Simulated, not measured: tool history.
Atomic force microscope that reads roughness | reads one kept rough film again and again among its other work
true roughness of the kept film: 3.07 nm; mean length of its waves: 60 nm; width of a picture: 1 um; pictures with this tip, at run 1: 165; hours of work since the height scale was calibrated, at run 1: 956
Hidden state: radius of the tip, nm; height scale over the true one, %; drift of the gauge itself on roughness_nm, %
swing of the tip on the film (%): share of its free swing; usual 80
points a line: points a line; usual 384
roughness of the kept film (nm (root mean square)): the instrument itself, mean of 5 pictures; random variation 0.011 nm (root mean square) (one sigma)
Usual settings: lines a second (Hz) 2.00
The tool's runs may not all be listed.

run,hour,lines a second (Hz),swing of the tip on the film (%),points a line,pictures with this tip,hours of work since the height scale was calibrated,roughness of the kept film (nm (root mean square))
1,0.0,2.00,80,384,165,956,2.311
# hour 6.7: new tip fitted
2,53.1,2.00,80,384,68,992,2.377
# hour 120.9: new tip fitted
3,133.2,2.00,80,384,19,1047,2.423
4,170.8,2.00,80,384,75,1073,2.371
# hour 238.5: new tip fitted
5,251.2,2.00,80,384,19,1128,2.435
6,313.1,2.00,80,384,111,1171,2.331
# hour 356.4: new tip fitted
7,371.8,2.00,80,384,23,1211,2.423
8,411.8,2.00,80,384,82,1239,2.360
# hour 469.9: new tip fitted
9,469.9,2.00,80,384,0,1279,2.454
10,520.4,2.00,80,384,74,1314,2.366
# hour 587.6: new tip fitted
11,600.6,2.00,80,258,19,1369,2.423
12,656.6,2.00,80,258,102,1408,2.345
# hour 705.8: new tip fitted
13,735.9,2.00,80,258,45,1462,2.408
14,784.5,2.00,80,591,117,1496,2.321
# hour 819.6: new tip fitted
15,824.9,2.00,80,347,7,1523,2.424
16,882.0,3.52,80,347,92,1563,2.095
# hour 935.6: new tip fitted
17,941.6,3.52,80,347,9,1604,2.164
18,1005.0,3.52,80,347,103,1647,2.078
# hour 1051.9: new tip fitted
19,1086.2,2.00,80,384,51,1703,2.382
20,1164.1,2.00,80,384,167,1757,2.269
# hour 1168.0: new tip fitted
21,1217.5,2.00,80,384,73,1794,2.356
# hour 1282.8: new tip fitted
22,1294.4,2.00,80,384,17,1846,2.394
23,1370.8,2.00,80,384,130,1899,2.324
# hour 1397.2: new tip fitted
24,1408.9,2.00,80,384,17,1925,2.409
25,1473.0,2.00,80,384,112,1970,2.288
# hour 1514.0: new tip fitted
26,1543.5,2.00,80,384,44,2018,2.371
# hour 1548.2: height scale calibrated on a step standard
27,1599.9,1.01,56,371,127,36,2.743
# hour 1628.5: new tip fitted
28,1673.8,1.01,56,371,68,86,2.822
# hour 1744.3: new tip fitted
29,1744.3,3.58,78,371,0,135,2.259
30,1781.7,3.58,78,371,55,161,2.215
31,1833.1,3.69,70,882,131,196,2.328
# hour 1859.0: new tip fitted
32,1911.1,2.00,74,976,77,250,2.521
# hour 1973.6: new tip fitted
33,1996.6,2.00,74,976,35,309,2.562
34,2035.3,2.00,74,976,92,335,2.525
35,2079.9,2.00,74,596,158,366,2.447
# hour 2088.1: new tip fitted
36,2146.6,2.00,74,315,87,412,2.514
37,2193.6,1.60,70,384,156,444,2.526
# hour 2206.7: new tip fitted
38,2273.1,1.60,70,384,99,499,2.574
# hour 2320.2: new tip fitted
39,2358.7,1.60,70,384,57,558,2.628
40,2398.4,1.60,70,384,116,585,2.553
# hour 2435.9: new tip fitted
41,2450.3,1.32,84,891,22,621,2.504
42,2489.9,2.00,80,542,80,648,2.389
# hour 2552.7: new tip fitted
43,2565.7,2.00,60,384,19,700,2.758
44,2618.9,2.00,60,384,98,737,2.669
45,2659.1,0.51,83,303,158,765,2.586
# hour 2671.5: new tip fitted
46,2725.8,1.47,68,384,80,811,2.661
# hour 2786.5: new tip fitted
47,2804.1,1.17,70,336,26,864,2.726
48,2842.7,2.00,77,895,83,891,2.444
# hour 2902.4: new tip fitted
49,2902.4,2.08,67,821,0,932,2.658
50,2947.4,2.29,89,384,67,963,2.153

Measured less the same run without the tool's hidden state. The same run-to-run variation is in both; the gauge's scatter may not be:
run,roughness of the kept film (nm (root mean square))
1,-0.200
2,-0.103
3,-0.068
4,-0.126
5,-0.059
6,-0.148
7,-0.069
8,-0.133
9,-0.053
10,-0.130
11,-0.068
12,-0.151
13,-0.099
14,-0.173
15,-0.060
16,-0.133
17,-0.061
18,-0.146
19,-0.115
20,-0.228
21,-0.144
22,-0.089
23,-0.195
24,-0.085
25,-0.186
26,-0.114
27,-0.143
28,-0.091
29,-0.009
30,-0.059
31,-0.132
32,-0.091
33,-0.044
34,-0.099
35,-0.172
36,-0.109
37,-0.185
38,-0.153
39,-0.094
40,-0.154
41,-0.058
42,-0.118
43,-0.056
44,-0.143
45,-0.208
46,-0.123
47,-0.072
48,-0.124
49,-0.039
50,-0.089
